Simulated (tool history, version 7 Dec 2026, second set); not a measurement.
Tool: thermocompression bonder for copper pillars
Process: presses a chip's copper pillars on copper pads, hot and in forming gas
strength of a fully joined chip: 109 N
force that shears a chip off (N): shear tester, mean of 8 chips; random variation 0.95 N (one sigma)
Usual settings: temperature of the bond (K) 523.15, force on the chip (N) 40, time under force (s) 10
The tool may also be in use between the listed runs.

run,hour,temperature of the bond (K),force on the chip (N),time under force (s),force that shears a chip off (N)
1,0,523.15,40,10,76.8
2,19.7,523.15,40,10,77
3,46.3,523.15,30,10,65.8
4,78.4,523.15,40,10,74.8
5,99.1,523.15,37,10,73.8
6,119.3,523.15,37,10,73.5
7,137.9,523.15,37,10,71.6
8,154,523.15,37,10,73.5
9,186.1,523.15,37,10,71.9
10,211.2,550.15,37,10,89.6
# hour 216.3: forming gas filter changed
11,234.1,550.15,37,14,98.5
12,251.2,550.15,37,14,97.3
13,280.9,534.15,28,14,78.9
14,311.6,546.15,46,7,93.6
15,335.9,504.15,33,10,54.9
16,365.8,542.15,37,5,75.5
17,397.4,513.15,37,5,52

5 ways to go on from here, each from the tool as it stands after run 17. What would each give?
A,427.3,523.15,42,10,?
B,427.3,523.15,40,24,?
C,427.3,523.15,40,13,?
D,427.3,543.15,28,5,?
E,427.3,537.15,43,10,?

run,force that shears a chip off (N)
A,79.7
B,92.6
C,81.5
D,65.1
E,88.2
Without the tool's hidden state the same runs would have given:
run,force that shears a chip off (N)
A,83.7
B,96.1
C,85.3
D,68.9
E,91.7

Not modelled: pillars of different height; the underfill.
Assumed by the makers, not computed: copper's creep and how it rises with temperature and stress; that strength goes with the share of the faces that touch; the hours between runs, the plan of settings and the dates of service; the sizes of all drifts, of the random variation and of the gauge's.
